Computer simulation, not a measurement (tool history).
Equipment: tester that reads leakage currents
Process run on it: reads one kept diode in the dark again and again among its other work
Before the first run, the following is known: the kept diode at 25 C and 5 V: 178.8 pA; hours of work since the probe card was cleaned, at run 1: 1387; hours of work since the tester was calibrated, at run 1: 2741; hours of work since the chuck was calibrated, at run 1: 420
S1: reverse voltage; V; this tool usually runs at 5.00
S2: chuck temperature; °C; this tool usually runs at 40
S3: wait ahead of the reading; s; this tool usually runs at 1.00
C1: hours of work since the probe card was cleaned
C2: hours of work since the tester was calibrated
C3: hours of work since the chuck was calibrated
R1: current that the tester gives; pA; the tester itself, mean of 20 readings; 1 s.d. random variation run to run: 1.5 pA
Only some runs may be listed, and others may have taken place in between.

run,day,S1,S2,S3,C1,C2,C3,R1
1,0.000,5.00,40,1.00,1387,2741,420,509.36
2,7.650,5.00,40,1.00,1530,2884,563,508.79
3,17.071,5.00,40,1.00,1706,3060,739,511.00
# day 19.629: chuck's temperature calibrated
4,25.167,5.00,40,1.00,1856,3210,104,513.29
5,32.858,5.00,40,1.00,2000,3354,247,512.73
6,40.183,5.00,40,1.00,2137,3491,384,506.98
7,45.817,4.86,40,1.00,2242,3596,490,505.53
8,50.462,4.86,40,1.00,2329,3683,577,502.30
9,58.867,4.86,40,1.00,2486,3840,734,503.79
# day 61.646: chuck's temperature calibrated
# day 63.412: probe card cleaned and baked
10,67.458,4.86,40,1.00,76,3997,106,504.69
11,73.117,4.86,40,1.00,182,4103,212,503.43
12,79.462,5.00,26,1.00,300,4222,331,194.37
13,87.262,5.00,26,1.00,446,4368,477,193.51
# day 93.846: tester calibrated
14,94.171,5.00,26,1.00,574,6,604,193.70
15,101.671,5.00,26,1.00,714,146,745,193.37
# day 103.888: chuck's temperature calibrated
16,112.425,5.00,26,1.00,914,346,160,193.31
17,117.179,5.00,26,1.00,1003,435,249,193.53
18,125.175,5.00,26,1.00,1152,585,398,193.79
19,136.238,5.00,40,1.00,1359,791,605,509.39
# day 145.825: chuck's temperature calibrated
20,147.367,10.22,34,1.00,1566,998,29,492.62
21,152.400,10.22,34,1.00,1660,1092,123,497.97
22,160.312,5.00,20,1.66,1808,1240,271,124.30
23,167.175,5.00,20,1.66,1936,1369,399,123.76
24,176.496,5.00,29,1.00,2111,1543,574,239.28
25,183.946,5.00,22,2.05,2250,1682,713,143.14
# day 187.425: chuck's temperature calibrated
26,191.975,8.71,26,1.58,2399,1831,85,257.71
# day 201.075: probe card cleaned and baked
27,202.667,7.08,26,2.59,30,2029,283,229.75
28,213.583,7.08,26,2.59,234,2233,487,231.79
29,223.688,2.83,40,0.72,423,2422,676,381.33
# day 229.667: chuck's temperature calibrated
30,231.908,14.10,55,0.89,575,2574,42,2270.08
31,238.858,14.10,55,0.89,705,2704,172,2259.05
32,248.396,14.10,55,0.89,884,2882,350,2274.80
33,257.175,5.65,23,4.77,1048,3047,515,164.53
34,267.100,4.10,57,1.92,1233,3232,700,1349.75
# day 271.467: chuck's temperature calibrated
35,276.858,4.10,57,1.92,1414,3413,101,1347.25
36,282.267,4.10,48,0.31,1516,3514,202,778.81
37,291.183,5.00,40,2.00,1682,3681,369,508.65
38,295.888,2.44,49,1.83,1770,3769,457,629.49

Per-run results on a tool with no hidden state, each run keeping its own random variation:
What the log doesn't record here: stray current of the dirty probe card, pA a volt; current scale over the true one, %; true chuck temperature over the reading, C; drift of the gauge itself on leakage_pa, %.
run,R1
1,509.96
2,509.57
3,512.01
4,513.52
5,513.13
6,507.56
7,506.25
8,503.14
9,504.83
10,505.06
11,503.95
12,194.64
13,193.86
14,194.06
15,193.81
16,193.26
17,193.53
18,193.87
19,509.96
20,492.33
21,497.80
22,124.25
23,123.76
24,239.49
25,143.27
26,257.53
27,229.97
28,232.13
29,382.05
30,2270.19
31,2259.90
32,2276.65
33,164.71
34,1352.09
35,1347.58
36,779.17
37,509.09
38,630.24

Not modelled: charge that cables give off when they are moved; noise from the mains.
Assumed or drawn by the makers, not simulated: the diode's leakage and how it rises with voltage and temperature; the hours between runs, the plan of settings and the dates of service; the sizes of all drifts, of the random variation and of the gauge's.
